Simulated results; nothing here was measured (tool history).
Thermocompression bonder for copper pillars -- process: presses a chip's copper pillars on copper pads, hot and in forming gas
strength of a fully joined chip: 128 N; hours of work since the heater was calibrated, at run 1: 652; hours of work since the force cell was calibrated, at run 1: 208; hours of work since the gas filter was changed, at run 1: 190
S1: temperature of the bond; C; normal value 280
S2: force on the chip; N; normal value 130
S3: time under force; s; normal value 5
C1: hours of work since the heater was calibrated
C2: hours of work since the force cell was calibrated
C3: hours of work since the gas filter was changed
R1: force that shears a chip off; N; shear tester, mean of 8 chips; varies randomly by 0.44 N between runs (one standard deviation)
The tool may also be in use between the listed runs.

Run 1, hour 0.0: usual settings; C1 652; C2 208; C3 190. Result: R1 53.5 N.
Run 2, hour 20.9: usual settings; C1 661; C2 217; C3 199. Result: R1 52.5 N.
At hour 31.6: forming gas filter changed.
Run 3, hour 44.2: usual settings; C1 671; C2 227; C3 5. Result: R1 58.4 N.
Run 4, hour 57.1: usual settings; C1 676; C2 232; C3 11. Result: R1 58.7 N.
Run 5, hour 73.6: usual settings; C1 683; C2 239; C3 18. Result: R1 59.1 N.
Run 6, hour 91.5: usual settings; C1 691; C2 247; C3 25. Result: R1 58.6 N.
Run 7, hour 109.5: usual settings; C1 698; C2 254; C3 33. Result: R1 59.2 N.
Run 8, hour 121.5: usual settings but S2 100 N; C1 703; C2 259; C3 38. Result: R1 44.9 N.
Run 9, hour 131.0: usual settings; C1 707; C2 263; C3 42. Result: R1 58.6 N.
Run 10, hour 152.4: usual settings but S3 4 s; C1 716; C2 272; C3 51. Result: R1 54.4 N.
Run 11, hour 166.9: usual settings but S2 150 N; C1 723; C2 279; C3 57. Result: R1 66.2 N.
Run 12, hour 179.1: usual settings but S2 180 N; C1 728; C2 284; C3 62. Result: R1 77.3 N.
Run 13, hour 191.7: usual settings but S2 180 N; C1 733; C2 289; C3 68. Result: R1 77.2 N.
Run 14, hour 211.5: usual settings; C1 741; C2 297; C3 76. Result: R1 58.1 N.
Run 15, hour 220.9: usual settings; C1 745; C2 301; C3 80. Result: R1 58.0 N.
Run 16, hour 235.6: usual settings but S1 301 C; C1 752; C2 308; C3 86. Result: R1 75.0 N.
Run 17, hour 252.5: usual settings; C1 759; C2 315; C3 93. Result: R1 58.3 N.
Run 18, hour 274.6: usual settings; C1 768; C2 324; C3 103. Result: R1 57.2 N.
Run 19, hour 289.1: usual settings but S1 304 C; C1 774; C2 330; C3 109. Result: R1 77.1 N.
Run 20, hour 298.4: usual settings but S1 304 C; C1 778; C2 334; C3 113. Result: R1 77.9 N.
Run 21, hour 311.1: usual settings but S1 279 C, S2 124 N, S3 11 s; C1 784; C2 340; C3 118. Result: R1 70.4 N.
Run 22, hour 329.2: usual settings but S1 285 C, S2 100 N, S3 4 s; C1 791; C2 347; C3 126. Result: R1 43.8 N.
Run 23, hour 351.1: usual settings but S1 285 C, S2 100 N, S3 4 s; C1 800; C2 357; C3 135. Result: R1 43.2 N.
At hour 360.3: heater calibrated with a thermocouple chip.
Run 24, hour 368.2: usual settings but S1 301 C, S2 182 N, S3 3 s; C1 3; C2 363; C3 142. Result: R1 71.4 N.
Run 25, hour 390.1: usual settings but S1 285 C, S3 6 s; C1 13; C2 372; C3 151. Result: R1 53.6 N.
Run 26, hour 405.9: usual settings but S1 262 C, S2 115 N, S3 9 s; C1 19; C2 379; C3 158. Result: R1 38.8 N.
Run 27, hour 415.5: usual settings but S1 281 C, S2 110 N, S3 6 s; C1 23; C2 383; C3 162. Result: R1 43.3 N.
Run 28, hour 432.6: usual settings but S1 281 C, S2 110 N, S3 6 s; C1 31; C2 390; C3 169. Result: R1 42.2 N.
Run 29, hour 446.6: usual settings but S1 281 C, S2 110 N, S3 6 s; C1 36; C2 396; C3 175. Result: R1 42.9 N.
Run 30, hour 463.4: usual settings but S1 281 C, S2 110 N, S3 6 s; C1 44; C2 403; C3 182. Result: R1 42.4 N.
Run 31, hour 482.9: usual settings but S1 295 C, S2 101 N, S3 6 s; C1 52; C2 411; C3 190. Result: R1 47.8 N.
Run 32, hour 500.9: usual settings but S1 260 C, S2 107 N, S3 7 s; C1 59; C2 419; C3 198. Result: R1 30.6 N.
At hour 514.2: forming gas filter changed.
Run 33, hour 519.0: usual settings but S1 260 C, S2 107 N, S3 7 s; C1 67; C2 427; C3 2. Result: R1 33.3 N.
Run 34, hour 531.1: usual settings but S2 95 N, S3 14 s; C1 72; C2 432; C3 7. Result: R1 54.7 N.
Run 35, hour 551.9: usual settings but S2 95 N, S3 14 s; C1 81; C2 440; C3 16. Result: R1 54.3 N.
Run 36, hour 565.8: usual settings but S2 149 N, S3 4 s; C1 87; C2 446; C3 22. Result: R1 53.8 N.
Run 37, hour 576.4: usual settings but S1 294 C, S2 97 N, S3 4 s; C1 91; C2 451; C3 26. Result: R1 42.0 N.
Run 38, hour 587.7: usual settings but S2 83 N, S3 3 s; C1 96; C2 456; C3 31. Result: R1 24.8 N.
Run 39, hour 597.3: usual settings but S2 135 N, S3 7 s; C1 100; C2 460; C3 35. Result: R1 59.0 N.

Branching from run 39: 5 alternative next runs. What would each branch give?
Run A, hour 610.5: usual settings but S1 286 C, S2 86 N, S3 7 s; C1 106; C2 465; C3 41. Result: R1 ?.
Run B, hour 610.5: usual settings but S2 161 N, S3 4 s; C1 106; C2 465; C3 41. Result: R1 ?.
Run C, hour 610.5: usual settings but S2 135 N, S3 3 s; C1 106; C2 465; C3 41. Result: R1 ?.
Run D, hour 610.5: usual settings but S1 303 C, S2 135 N, S3 7 s; C1 106; C2 465; C3 41. Result: R1 ?.
Run E, hour 610.5: usual settings but S1 266 C, S2 145 N, S3 7 s; C1 106; C2 465; C3 41. Result: R1 ?.

run    R1
  A  40.1
  B  56.4
  C  43.0
  D  79.8
  E  51.6
Without the tool's hidden state the same runs would have given:
run    R1
  A  39.2
  B  55.3
  C  42.1
  D  79.0
  E  50.4

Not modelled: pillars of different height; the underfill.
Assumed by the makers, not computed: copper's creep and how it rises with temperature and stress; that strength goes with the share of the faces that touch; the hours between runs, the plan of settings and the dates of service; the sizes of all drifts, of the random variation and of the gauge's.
